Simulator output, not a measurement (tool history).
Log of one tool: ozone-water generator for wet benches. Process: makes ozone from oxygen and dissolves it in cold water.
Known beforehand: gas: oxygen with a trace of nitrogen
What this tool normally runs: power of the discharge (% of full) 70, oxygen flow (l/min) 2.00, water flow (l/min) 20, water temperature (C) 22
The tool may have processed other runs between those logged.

| run | hour | power of the discharge (% of full) | oxygen flow (l/min) | water flow (l/min) | water temperature (C) | dissolved ozone (ppm) | ozone in the gas ahead of the water (g/m3) |
|---|---|---|---|---|---|---|---|
| 1 | 0.0 | 70 | 2.00 | 20 | 22 | 12.5 | 234.1 |
| 2 | 101.4 | 70 | 2.00 | 27 | 22 | 9.2 | 234.1 |
| 3 | 183.5 | 70 | 2.00 | 27 | 22 | 9.4 | 232.7 |
| 4 | 256.0 | 57 | 2.00 | 27 | 22 | 7.6 | 192.0 |
| 5 | 299.6 | 57 | 2.00 | 27 | 22 | 7.7 | 194.0 |
| 6 | 346.5 | 57 | 2.00 | 27 | 22 | 7.6 | 192.7 |
| 7 | 403.6 | 57 | 2.00 | 27 | 22 | 7.5 | 191.9 |
| 8 | 491.6 | 57 | 2.00 | 27 | 22 | 7.4 | 192.0 |
| 9 | 535.1 | 57 | 2.00 | 27 | 22 | 7.5 | 192.3 |
| 10 | 622.8 | 57 | 2.00 | 27 | 22 | 7.4 | 193.4 |
| 11 | 670.0 | 70 | 2.00 | 20 | 22 | 12.6 | 233.1 |
| 12 | 755.2 | 70 | 2.00 | 20 | 22 | 12.6 | 231.7 |
| 13 | 809.3 | 70 | 2.00 | 20 | 22 | 12.5 | 232.9 |
| 14 | 881.0 | 70 | 2.00 | 20 | 22 | 12.6 | 232.9 |
| 15 | 954.0 | 70 | 2.00 | 20 | 22 | 12.6 | 233.5 |
| 16 | 1008.0 | 70 | 1.63 | 20 | 22 | 12.0 | 265.3 |
| 17 | 1091.5 | 70 | 1.63 | 20 | 22 | 12.3 | 266.0 |
| 18 | 1158.1 | 70 | 2.00 | 23 | 28 | 10.3 | 230.0 |
| 19 | 1220.8 | 70 | 2.00 | 23 | 28 | 10.4 | 230.7 |
| 20 | 1313.7 | 52 | 1.46 | 30 | 23 | 5.9 | 214.1 |
| 21 | 1378.7 | 52 | 1.46 | 16 | 15 | 11.8 | 215.1 |
| 22 | 1458.4 | 52 | 1.46 | 16 | 15 | 12.1 | 215.6 |
| 23 | 1526.7 | 52 | 1.46 | 16 | 15 | 11.9 | 214.3 |
| 24 | 1617.6 | 52 | 1.46 | 16 | 15 | 12.2 | 215.8 |
| 25 | 1679.7 | 49 | 2.61 | 16 | 15 | 12.1 | 137.6 |
| 26 | 1778.3 | 70 | 2.33 | 14 | 22 | 17.3 | 205.0 |
| 27 | 1862.2 | 70 | 2.33 | 14 | 22 | 17.3 | 206.8 |
| 28 | 1961.3 | 70 | 2.33 | 14 | 22 | 17.3 | 208.6 |
| 29 | 2025.9 | 70 | 2.00 | 14 | 21 | 17.3 | 230.2 |

Forecast run 30:
| 30 | 2071.4 | 54 | 1.88 | 20 | 22 | ? | ? |

Run 30 produced dissolved ozone (ppm) 9.8, ozone in the gas ahead of the water (g/m3) 187.6.
With the hidden condition absent and the run-to-run variation left alone, this run would have shown dissolved ozone (ppm) 9.8, ozone in the gas ahead of the water (g/m3) 191.8.
